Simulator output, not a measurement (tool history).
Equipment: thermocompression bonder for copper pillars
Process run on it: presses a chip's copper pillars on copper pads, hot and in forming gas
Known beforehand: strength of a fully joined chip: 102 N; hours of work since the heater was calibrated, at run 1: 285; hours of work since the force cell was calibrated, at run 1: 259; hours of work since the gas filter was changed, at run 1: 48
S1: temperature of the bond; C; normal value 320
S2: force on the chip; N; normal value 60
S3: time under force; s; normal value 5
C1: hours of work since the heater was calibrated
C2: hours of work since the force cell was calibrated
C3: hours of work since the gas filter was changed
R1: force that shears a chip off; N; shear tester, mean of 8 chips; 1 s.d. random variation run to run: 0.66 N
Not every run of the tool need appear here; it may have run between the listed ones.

| run | day | S1 | S2 | S3 | C1 | C2 | C3 | R1 |
|---|---|---|---|---|---|---|---|---|
| 1 | 0.000 | 320 | 60 | 5 | 285 | 259 | 48 | 40.6 |
| 2 | 0.438 | 320 | 60 | 5 | 291 | 265 | 53 | 41.7 |
| 3 | 0.725 | 320 | 60 | 5 | 294 | 268 | 57 | 41.4 |
| 4 | 1.167 | 320 | 60 | 5 | 300 | 274 | 62 | 41.3 |
| 5 | 1.396 | 320 | 60 | 5 | 303 | 277 | 65 | 40.0 |
| 6 | 1.779 | 320 | 60 | 5 | 307 | 281 | 70 | 40.5 |
| 7 | 2.096 | 320 | 60 | 5 | 311 | 285 | 74 | 42.1 |
| 8 | 2.608 | 326 | 60 | 5 | 318 | 292 | 80 | 44.7 |
| 9 | 2.992 | 326 | 60 | 3 | 323 | 297 | 85 | 36.3 |
| 10 | 3.338 | 326 | 60 | 3 | 327 | 301 | 90 | 36.1 |
| 11 | 3.771 | 326 | 60 | 3 | 332 | 306 | 95 | 36.3 |
| 12 | 4.042 | 326 | 60 | 3 | 336 | 310 | 98 | 35.8 |
| 13 | 4.479 | 326 | 60 | 3 | 341 | 315 | 104 | 35.1 |
| 14 | 4.925 | 320 | 56 | 5 | 347 | 321 | 109 | 38.0 |
| 15 | 5.271 | 320 | 56 | 5 | 351 | 325 | 114 | 37.4 |
| 16 | 5.762 | 298 | 56 | 5 | 357 | 331 | 120 | 30.5 |
| 17 | 6.196 | 298 | 56 | 5 | 363 | 337 | 125 | 29.4 |
| 18 | 6.738 | 320 | 60 | 5 | 370 | 344 | 132 | 40.9 |
| 19 | 7.158 | 320 | 38 | 5 | 375 | 349 | 137 | 24.3 |
| 20 | 7.529 | 320 | 38 | 5 | 380 | 354 | 142 | 24.0 |
| 21 | 8.075 | 345 | 40 | 5 | 386 | 360 | 149 | 33.0 |
| 22 | 8.554 | 345 | 40 | 5 | 392 | 366 | 155 | 34.0 |
| 23 | 8.954 | 320 | 68 | 11 | 397 | 371 | 160 | 59.7 |
| 24 | 9.288 | 320 | 38 | 9 | 402 | 376 | 164 | 29.8 |
| 25 | 9.612 | 320 | 39 | 5 | 406 | 380 | 168 | 24.0 |
| 26 | 10.046 | 320 | 78 | 5 | 411 | 385 | 174 | 50.8 |
| 27 | 10.529 | 342 | 53 | 9 | 417 | 391 | 180 | 53.5 |
| 28 | 10.933 | 295 | 80 | 15 | 422 | 396 | 185 | 60.1 |
| 29 | 11.458 | 337 | 69 | 13 | 429 | 403 | 191 | 69.4 |
| 30 | 11.800 | 295 | 69 | 13 | 433 | 407 | 196 | 49.3 |
| 31 | 12.196 | 320 | 46 | 8 | 438 | 412 | 201 | 35.7 |
| 32 | 12.525 | 319 | 60 | 5 | 442 | 416 | 205 | 39.2 |
| 33 | 13.071 | 345 | 52 | 5 | 449 | 423 | 212 | 41.8 |
| 34 | 13.300 | 338 | 82 | 5 | 452 | 426 | 214 | 60.5 |
| 35 | 13.729 | 300 | 76 | 7 | 457 | 431 | 220 | 45.9 |
| 36 | 14.008 | 291 | 85 | 8 | 461 | 435 | 223 | 50.5 |
| 37 | 14.483 | 347 | 64 | 4 | 467 | 441 | 229 | 49.3 |
| 38 | 14.862 | 347 | 64 | 4 | 471 | 445 | 234 | 49.4 |
| 39 | 15.300 | 347 | 62 | 4 | 477 | 451 | 239 | 48.4 |
| 40 | 15.808 | 344 | 64 | 10 | 483 | 457 | 246 | 63.5 |

Branching from run 40: 3 alternative next runs. What would each branch give?
| A | 16.338 | 333 | 48 | 10 | 490 | 464 | 252 | ? |
| B | 16.338 | 344 | 71 | 9 | 490 | 464 | 252 | ? |
| C | 16.338 | 320 | 48 | 9 | 490 | 464 | 252 | ? |

| run | R1 |
|---|---|
| A | 46.1 |
| B | 66.1 |
| C | 38.4 |
Without the tool's unlogged condition, the same runs would have read:
| run | R1 |
|---|---|
| A | 50.6 |
| B | 71.6 |
| C | 42.4 |
